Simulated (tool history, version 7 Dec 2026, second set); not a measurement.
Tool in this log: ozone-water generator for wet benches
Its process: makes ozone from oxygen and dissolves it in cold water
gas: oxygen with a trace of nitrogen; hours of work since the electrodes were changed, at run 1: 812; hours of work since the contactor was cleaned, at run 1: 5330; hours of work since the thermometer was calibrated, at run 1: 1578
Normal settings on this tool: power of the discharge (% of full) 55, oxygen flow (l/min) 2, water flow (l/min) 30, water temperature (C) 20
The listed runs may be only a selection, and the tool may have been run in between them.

run	hour	power of the discharge (% of full)	oxygen flow (l/min)	water flow (l/min)	water temperature (C)	hours of work since the electrodes were changed	hours of work since the contactor was cleaned	hours of work since the thermometer was calibrated	dissolved ozone (ppm)	ozone in the gas ahead of the water (g/m3)
1	0	55	2	30	20	812	5330	1578	5	161.3
2	25.7	55	2	19	20	834	5352	1600	8.9	160.5
3	57.2	55	2	19	20	861	5379	1627	8.6	160
4	87.5	55	2	19	20	887	5405	1653	8.6	160.5
5	107.1	55	1.5	19	20	904	5421	1669	7.7	177.1
6	125.5	55	1.5	19	20	919	5437	1685	7.7	177.9
7	152.3	55	1.5	19	20	942	5460	1708	7.7	176
8	172.9	55	1.5	19	20	960	5478	1726	7.5	176.1
9	196	55	1.5	19	20	979	5497	1745	7.7	176.6
10	221.9	55	1.5	19	20	1001	5519	1767	7.6	174
11	249	55	1.5	19	20	1025	5542	1791	7.7	174.8
12	268.9	55	1.5	19	20	1042	5559	1808	7.7	177.3
13	283.3	55	2	48	20	1054	5572	1820	2.6	158.5
14	297.3	55	2	48	20	1066	5584	1832	2.5	159.8
15	330.3	55	2	48	20	1094	5612	1860	2.7	159.4
16	346.9	55	1.15	30	20	1108	5626	1874	3.5	192.5
17	362	55	3.46	42	26	1121	5639	1887	3.9	132
18	377.4	55	1.64	42	26	1134	5652	1900	3	168.8
19	393.1	55	1.64	42	26	1148	5665	1913	2.8	169.5
20	414.2	75	2	30	20	1166	5683	1931	6.5	203
21	434.5	76	2.09	39	25	1183	5701	1949	4.6	201.6
22	467.7	67	2.09	39	27	1211	5729	1977	4.2	179.9
23	501.1	92	2.89	39	27	1240	5757	2006	6	210.8
24	533.1	46	2	20	19	1267	5785	2033	7.2	135.2
25	552.8	52	2.13	30	15	1284	5802	2050	5.2	148.5
26	570.4	41	2	30	20	1299	5817	2065	3.9	124.8
27	596.8	41	2	41	13	1321	5839	2087	2.7	124.7
28	629.7	55	1.36	20	20	1349	5867	2115	6.9	177.2
29	659.3	55	2.34	30	17	1375	5892	2141	5.4	150.7
30	674.5	55	2.34	30	17	1388	5905	2154	5.5	148.7
31	688.9	55	2.34	30	17	1400	5918	2166	5.6	149.6
32	712.1	55	2	30	20	1420	5937	2186	4.9	157.5

For some of the steps in ozone in the gas ahead of the water (g/m3) from one run to the next: how much would appear even if the tool had no hidden state, given the settings, what came in and random variation, and how much remains for the hidden state plus any gauge scatter that the measured result and the result without hidden state don't share?
Unlogged tool condition in this case: yield of the discharge, % of new electrodes'; contactor's efficiency, % of a clean one's; true water temperature over the reading, C; drift of the gauge itself on ozone_ppm, %; drift of the gauge itself on gas_g_m3, %.
Run 16 -> 17: oxygen flow (l/min) 1.15 -> 3.46, water flow (l/min) 30 -> 42, water temperature (C) 20 -> 26. ozone in the gas ahead of the water (g/m3) -60.5: hidden state +0.7, all else -61.2.
Run 22 -> 23: power of the discharge (% of full) 67 -> 92, oxygen flow (l/min) 2.09 -> 2.89. ozone in the gas ahead of the water (g/m3) +30.9: hidden state -0.9, all else +31.8.
Run 23 -> 24: power of the discharge (% of full) 92 -> 46, oxygen flow (l/min) 2.89 -> 2, water flow (l/min) 39 -> 20, water temperature (C) 27 -> 19. ozone in the gas ahead of the water (g/m3) -75.6: hidden state +1.4, all else -77.
Run 27 -> 28: power of the discharge (% of full) 41 -> 55, oxygen flow (l/min) 2 -> 1.36, water flow (l/min) 41 -> 20, water temperature (C) 13 -> 20. ozone in the gas ahead of the water (g/m3) +52.5: hidden state -1.5, all else +54.
